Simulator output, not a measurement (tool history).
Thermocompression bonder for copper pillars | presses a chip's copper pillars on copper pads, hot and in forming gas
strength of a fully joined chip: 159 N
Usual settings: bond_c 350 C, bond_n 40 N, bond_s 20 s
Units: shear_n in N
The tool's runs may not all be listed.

{"run": 1, "day": 0.0, "bond_c": 350, "bond_n": 40, "bond_s": 20, "shear_n": 58.6}
{"run": 2, "day": 1.692, "bond_c": 350, "bond_n": 40, "bond_s": 20, "shear_n": 59.8}
{"run": 3, "day": 3.838, "bond_c": 350, "bond_n": 40, "bond_s": 20, "shear_n": 63.6}
{"run": 4, "day": 6.983, "bond_c": 350, "bond_n": 40, "bond_s": 34, "shear_n": 73.6}
{"run": 5, "day": 10.308, "bond_c": 350, "bond_n": 40, "bond_s": 34, "shear_n": 73.3}
{"run": 6, "day": 13.696, "bond_c": 350, "bond_n": 40, "bond_s": 34, "shear_n": 74.6}
{"run": 7, "day": 16.408, "bond_c": 350, "bond_n": 40, "bond_s": 34, "shear_n": 75.8}
{"run": 8, "day": 18.492, "bond_c": 350, "bond_n": 40, "bond_s": 20, "shear_n": 61.9}
{"run": 9, "day": 20.075, "bond_c": 350, "bond_n": 40, "bond_s": 20, "shear_n": 62.5}
{"run": 10, "day": 23.346, "bond_c": 355, "bond_n": 40, "bond_s": 20, "shear_n": 68.7}
{"run": 11, "day": 24.729, "bond_c": 346, "bond_n": 40, "bond_s": 20, "shear_n": 62.6}
{"run": 12, "day": 26.283, "bond_c": 350, "bond_n": 53, "bond_s": 20, "shear_n": 84.4}
{"run": 13, "day": 28.379, "bond_c": 350, "bond_n": 30, "bond_s": 20, "shear_n": 46.1}
{"run": 14, "day": 30.808, "bond_c": 350, "bond_n": 30, "bond_s": 35, "shear_n": 49.7}
{"run": 15, "day": 33.233, "bond_c": 350, "bond_n": 30, "bond_s": 35, "shear_n": 51}
{"run": 16, "day": 35.333, "bond_c": 350, "bond_n": 30, "bond_s": 35, "shear_n": 50.9}
{"run": 17, "day": 38.521, "bond_c": 350, "bond_n": 55, "bond_s": 20, "shear_n": 79.6}
{"run": 18, "day": 40.317, "bond_c": 350, "bond_n": 40, "bond_s": 20, "shear_n": 57.4}
{"run": 19, "day": 43.217, "bond_c": 356, "bond_n": 40, "bond_s": 20, "shear_n": 65.4}
{"run": 20, "day": 46.229, "bond_c": 325, "bond_n": 40, "bond_s": 20, "shear_n": 42.2}
{"run": 21, "day": 47.908, "bond_c": 334, "bond_n": 38, "bond_s": 12, "shear_n": 35.2}
{"run": 22, "day": 50.442, "bond_c": 334, "bond_n": 38, "bond_s": 12, "shear_n": 36.6}
{"run": 23, "day": 52.929, "bond_c": 334, "bond_n": 38, "bond_s": 12, "shear_n": 36.7}
{"run": 24, "day": 55.783, "bond_c": 355, "bond_n": 26, "bond_s": 46, "shear_n": 53.5}
{"run": 25, "day": 58.117, "bond_c": 350, "bond_n": 40, "bond_s": 12, "shear_n": 49.7}
{"run": 26, "day": 59.979, "bond_c": 336, "bond_n": 42, "bond_s": 50, "shear_n": 72.2}
{"run": 27, "day": 63.183, "bond_c": 365, "bond_n": 40, "bond_s": 44, "shear_n": 87.5}
{"run": 28, "day": 64.575, "bond_c": 365, "bond_n": 40, "bond_s": 44, "shear_n": 91}
{"run": 29, "day": 67.058, "bond_c": 378, "bond_n": 44, "bond_s": 31, "shear_n": 97.9}
{"run": 30, "day": 69.817, "bond_c": 345, "bond_n": 24, "bond_s": 20, "shear_n": 29}
{"run": 31, "day": 72.838, "bond_c": 345, "bond_n": 24, "bond_s": 20, "shear_n": 28}
{"run": 32, "day": 74.417, "bond_c": 350, "bond_n": 40, "bond_s": 13, "shear_n": 49.6}
{"run": 33, "day": 76.475, "bond_c": 350, "bond_n": 30, "bond_s": 11, "shear_n": 32.3}
{"run": 34, "day": 78.388, "bond_c": 350, "bond_n": 40, "bond_s": 51, "shear_n": 83.8}
{"run": 35, "day": 81.283, "bond_c": 350, "bond_n": 40, "bond_s": 51, "shear_n": 82.6}
{"run": 36, "day": 82.871, "bond_c": 350, "bond_n": 40, "bond_s": 51, "shear_n": 80.8}
{"run": 37, "day": 84.85, "bond_c": 330, "bond_n": 48, "bond_s": 27, "shear_n": 68.4}
{"run": 38, "day": 86.267, "bond_c": 363, "bond_n": 40, "bond_s": 14, "shear_n": 60.7}
{"run": 39, "day": 89.079, "bond_c": 350, "bond_n": 28, "bond_s": 41, "shear_n": 46.2}

Not shown: 12 entries that the log had between the listed runs. Between which runs, and how does the tool's hidden state differ before and after?
Between runs 2 and 3: forming gas filter changed (day 2.996)
  true temperature of the bond over the reading, C: 4.8 -> 5.1; force that reaches the chip, % of what is set: 103.5 -> 103.6; oxide that the forming gas leaves, % of the face: 5.22 -> 1.01
  measured less the result without the state, shear_n: +2.8 -> +5.7 N
Between runs 5 and 6: forming gas filter changed (day 12.938)
  true temperature of the bond over the reading, C: 6.2 -> 6.7; force that reaches the chip, % of what is set: 103.8 -> 104; oxide that the forming gas leaves, % of the face: 4.24 -> 0.97
  measured less the result without the state, shear_n: +4.9 -> +7.8 N
Between runs 9 and 10: forming gas filter changed (day 22.988)
  true temperature of the bond over the reading, C: 7.7 -> 8.2; force that reaches the chip, % of what is set: 104.2 -> 104.4; oxide that the forming gas leaves, % of the face: 4.06 -> 0.81
  measured less the result without the state, shear_n: +6 -> +8.8 N
Between runs 13 and 14: heater calibrated with a thermocouple chip (day 30.588)
  true temperature of the bond over the reading, C: 9 -> -0.7; force that reaches the chip, % of what is set: 104.6 -> 104.7; oxide that the forming gas leaves, % of the face: 3.44 -> 4.62
  measured less the result without the state, shear_n: +6 -> +0.2 N
Between runs 14 and 15: forming gas filter changed (day 33.138)
  true temperature of the bond over the reading, C: -0.7 -> -0.4; oxide that the forming gas leaves, % of the face: 4.62 -> 0.61
  measured less the result without the state, shear_n: +0.2 -> +2.6 N
Between runs 18 and 19: forming gas filter changed (day 43.217)
  true temperature of the bond over the reading, C: 0.7 -> 1.2; force that reaches the chip, % of what is set: 105 -> 105.1; oxide that the forming gas leaves, % of the face: 4.07 -> 0.56
  measured less the result without the state, shear_n: +1.7 -> +4.5 N
Between runs 23 and 24: forming gas filter changed (day 53.212)
  true temperature of the bond over the reading, C: 2.7 -> 3.1; force that reaches the chip, % of what is set: 105.5 -> 105.6; oxide that the forming gas leaves, % of the face: 5.62 -> 2.06
  measured less the result without the state, shear_n: +1.9 -> +4.5 N
Between runs 25 and 26: force cell calibrated (day 59.138)
  true temperature of the bond over the reading, C: 3.5 -> 3.8; force that reaches the chip, % of what is set: 105.7 -> 100.3; oxide that the forming gas leaves, % of the face: 3.22 -> 4.08
  measured less the result without the state, shear_n: +4 -> +0.7 N
Between runs 27 and 28: forming gas filter changed (day 63.467)
  true temperature of the bond over the reading, C: 4.3 -> 4.5; force that reaches the chip, % of what is set: 100.4 -> 100.5; oxide that the forming gas leaves, % of the face: 5.84 -> 1.27
  measured less the result without the state, shear_n: -1 -> +3.4 N
Between runs 31 and 32: forming gas filter changed (day 73.571)
  true temperature of the bond over the reading, C: 5.8 -> 6; force that reaches the chip, % of what is set: 100.8 -> 100.9; oxide that the forming gas leaves, % of the face: 5.2 -> 0.98
  measured less the result without the state, shear_n: +1.2 -> +3.9 N
Between runs 36 and 37: forming gas filter changed (day 83.546)
  true temperature of the bond over the reading, C: 7.3 -> 7.7; force that reaches the chip, % of what is set: 101.2 -> 101.3; oxide that the forming gas leaves, % of the face: 5.56 -> 1.16
  measured less the result without the state, shear_n: +2.7 -> +6.6 N
Between runs 38 and 39: heater calibrated with a thermocouple chip (day 88.288)
  true temperature of the bond over the reading, C: 7.9 -> -1.1; force that reaches the chip, % of what is set: 101.4 -> 101.5; oxide that the forming gas leaves, % of the face: 1.8 -> 3.24
  measured less the result without the state, shear_n: +5.4 -> -1.1 N
